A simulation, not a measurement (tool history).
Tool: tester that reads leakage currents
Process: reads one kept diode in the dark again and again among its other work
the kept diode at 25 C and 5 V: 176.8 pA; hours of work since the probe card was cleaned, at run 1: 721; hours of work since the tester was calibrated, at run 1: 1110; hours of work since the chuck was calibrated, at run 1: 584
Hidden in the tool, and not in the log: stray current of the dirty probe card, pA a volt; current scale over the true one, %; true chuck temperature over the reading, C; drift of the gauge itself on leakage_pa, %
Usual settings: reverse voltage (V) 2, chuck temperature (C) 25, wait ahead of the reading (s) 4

run,hour,reverse voltage (V),chuck temperature (C),wait ahead of the reading (s),hours of work since the probe card was cleaned,hours of work since the tester was calibrated,hours of work since the chuck was calibrated,current that the tester gives (pA)
1,0,2,25,4,721,1110,584,103.29
2,46.2,2,25,4,745,1134,608,103.26
3,84.2,2,25,8.2,765,1154,628,102.58
4,143.9,2,25,8.2,796,1186,659,101.99
5,170.9,2,25,8.2,810,1200,673,101.53
6,218.3,2,25,8.2,835,1225,698,100.74
7,269.2,2,25,8.2,862,1252,725,100.59
8,329.6,2.04,25,4,894,1283,757,101.53
9,356.6,2,25,4,908,1297,771,99.98
10,398,2,25,4,930,1319,793,99.91
11,454,2,25,4,959,1349,822,99.47
12,508.1,7.18,25,4,988,1377,851,186.28
# hour 541.9: chuck's temperature calibrated
13,561.5,2,22,4,1015,1404,10,92.75
14,598,2,25,4,1034,1423,30,118.24
15,640.6,2,25,4,1056,1446,52,117.23
16,695.8,2,25,4,1085,1475,81,117.48
17,733.8,2,25,4,1105,1495,101,116.71
18,776.5,2,25,4,1128,1517,123,117.36
19,813.4,2,25,4,1147,1536,143,116.35
20,867.5,2,25,8.76,1175,1565,171,115.49
21,911.9,16.06,25,0.36,1199,1588,194,338.58
22,961,2.77,22,0.36,1225,1614,220,107.27
23,987.9,5.43,25,1.5,1239,1628,234,189.51
24,1045.3,3.18,55,1.31,1269,1658,265,1336.62
25,1093.4,3.18,55,1.31,1294,1684,290,1332
26,1139.7,3.18,23,0.79,1319,1708,314,121.59
27,1166.7,1.69,25,3.14,1333,1722,328,103.94
28,1198.6,1.69,25,1.08,1349,1739,345,102.86
29,1227.7,10.62,28,5.49,1365,1754,360,329.27
30,1287.7,10.62,28,0.65,1396,1786,392,330.73
31,1344.5,1.45,33,0.88,1426,1816,422,178.93
32,1396.3,2,35,4,1453,1843,449,243.86
33,1450.6,2,44,0.31,1482,1871,478,473.18
34,1479.1,2,33,4,1497,1886,493,207.98
35,1535.4,3.65,21,4,1526,1916,522,107.11
36,1594.8,1.49,45,4,1558,1947,553,438.56
37,1627.8,1.49,45,4,1575,1964,571,438.96
38,1661.1,2.15,22,4,1592,1982,588,88.01
39,1703.8,1.55,25,0.5,1615,2004,611,96.2

Hidden state at the last listed run before each entry between runs and at the first one after, where it differs:
Between runs 12 and 13: chuck's temperature calibrated (hour 541.9)
  stray current of the dirty probe card, pA a volt: 1.068 -> 1.098; current scale over the true one, %: 1 -> 1.02; true chuck temperature over the reading, C: -2.06 -> 0.16
  measured less the result without the state, current that the tester gives (pA): -23.67 -> +4.31
